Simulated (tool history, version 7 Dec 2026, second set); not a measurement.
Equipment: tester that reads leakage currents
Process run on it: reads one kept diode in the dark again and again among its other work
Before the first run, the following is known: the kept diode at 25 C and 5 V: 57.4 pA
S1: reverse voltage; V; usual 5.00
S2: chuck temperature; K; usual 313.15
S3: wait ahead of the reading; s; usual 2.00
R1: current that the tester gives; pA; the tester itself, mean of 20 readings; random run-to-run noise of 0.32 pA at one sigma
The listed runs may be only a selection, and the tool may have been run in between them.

run 1 hour=0.0 | S1=5.00 S2=313.15 S3=2.00 | R1=197.78
run 2 hour=37.2 | S1=5.00 S2=313.15 S3=2.00 | R1=197.95
run 3 hour=84.0 | S1=3.19 S2=313.15 S3=2.00 | R1=158.00
run 4 hour=124.6 | S1=3.19 S2=313.15 S3=2.00 | R1=158.70
run 5 hour=169.3 | S1=3.19 S2=313.15 S3=2.00 | R1=158.73
run 6 hour=214.9 | S1=3.19 S2=313.15 S3=2.00 | R1=158.61
run 7 hour=251.9 | S1=3.19 S2=313.15 S3=2.00 | R1=158.32
run 8 hour=303.4 | S1=3.19 S2=313.15 S3=2.00 | R1=157.98
run 9 hour=344.9 | S1=3.19 S2=313.15 S3=2.00 | R1=158.23
run 10 hour=407.2 | S1=3.19 S2=313.15 S3=2.00 | R1=158.47
run 11 hour=446.4 | S1=3.19 S2=313.15 S3=2.00 | R1=158.36
run 12 hour=477.5 | S1=3.19 S2=294.15 S3=2.00 | R1=33.55
run 13 hour=531.0 | S1=6.18 S2=294.15 S3=2.00 | R1=48.02
run 14 hour=566.8 | S1=18.23 S2=313.15 S3=2.00 | R1=379.34
run 15 hour=632.8 | S1=18.23 S2=313.15 S3=2.00 | R1=379.19
run 16 hour=665.7 | S1=18.23 S2=313.15 S3=2.00 | R1=380.11
run 17 hour=699.4 | S1=5.00 S2=310.15 S3=2.00 | R1=156.22
run 18 hour=755.4 | S1=5.00 S2=310.15 S3=2.00 | R1=156.13
run 19 hour=818.1 | S1=5.00 S2=310.15 S3=2.00 | R1=156.20
run 20 hour=846.0 | S1=5.00 S2=310.15 S3=2.00 | R1=156.48
run 21 hour=903.3 | S1=1.70 S2=315.15 S3=8.17 | R1=135.01
run 22 hour=952.6 | S1=1.70 S2=315.15 S3=8.17 | R1=135.34
run 23 hour=995.5 | S1=1.70 S2=315.15 S3=8.17 | R1=134.91
run 24 hour=1030.0 | S1=1.70 S2=315.15 S3=8.17 | R1=134.91
-- hour=1036.1 probe card cleaned and baked
run 25 hour=1075.3 | S1=1.70 S2=313.15 S3=9.07 | R1=115.75
run 26 hour=1123.0 | S1=16.31 S2=319.15 S3=8.74 | R1=566.57
run 27 hour=1151.9 | S1=1.65 S2=297.15 S3=2.00 | R1=31.13
-- hour=1178.1 probe card cleaned and baked, once more
run 28 hour=1197.5 | S1=1.65 S2=297.15 S3=2.00 | R1=29.37
run 29 hour=1265.2 | S1=1.65 S2=297.15 S3=2.00 | R1=29.31
run 30 hour=1299.6 | S1=5.00 S2=297.15 S3=0.33 | R1=55.40
run 31 hour=1363.2 | S1=5.00 S2=297.15 S3=0.33 | R1=55.56
run 32 hour=1406.2 | S1=5.00 S2=317.15 S3=2.06 | R1=265.73
run 33 hour=1442.2 | S1=9.31 S2=313.15 S3=2.00 | R1=262.01
run 34 hour=1495.4 | S1=14.52 S2=324.15 S3=0.59 | R1=766.65
run 35 hour=1552.3 | S1=10.19 S2=297.15 S3=1.16 | R1=74.64
run 36 hour=1608.0 | S1=3.97 S2=329.15 S3=1.16 | R1=580.57
run 37 hour=1641.5 | S1=3.97 S2=329.15 S3=1.16 | R1=581.67
run 38 hour=1706.7 | S1=1.68 S2=313.15 S3=4.20 | R1=113.10

Below, some changes in R1 between adjacent runs. For each, the amount present without the hidden state too (settings, incoming material, random variation) and the amount remaining for the hidden state with gauge scatter not shared by both compared results:
The tool's hidden condition here consists of: stray current of the dirty probe card, pA a volt; current scale over the true one, %; true chuck temperature over the reading, C; drift of the gauge itself on leakage_pa, %.
Run 26 -> 27: S1 16.31 -> 1.65, S2 319.15 -> 297.15, S3 8.74 -> 2.00. R1 -535.44 pA: hidden state +7.77, all else -543.21.
Run 33 -> 34: S1 9.31 -> 14.52, S2 313.15 -> 324.15, S3 2.00 -> 0.59. R1 +504.64 pA: hidden state -21.61, all else +526.25.
Run 34 -> 35: S1 14.52 -> 10.19, S2 324.15 -> 297.15, S3 0.59 -> 1.16. R1 -692.01 pA: hidden state +30.97, all else -722.98.
Run 35 -> 36: S1 10.19 -> 3.97, S2 297.15 -> 329.15. R1 +505.93 pA: hidden state -23.24, all else +529.17.
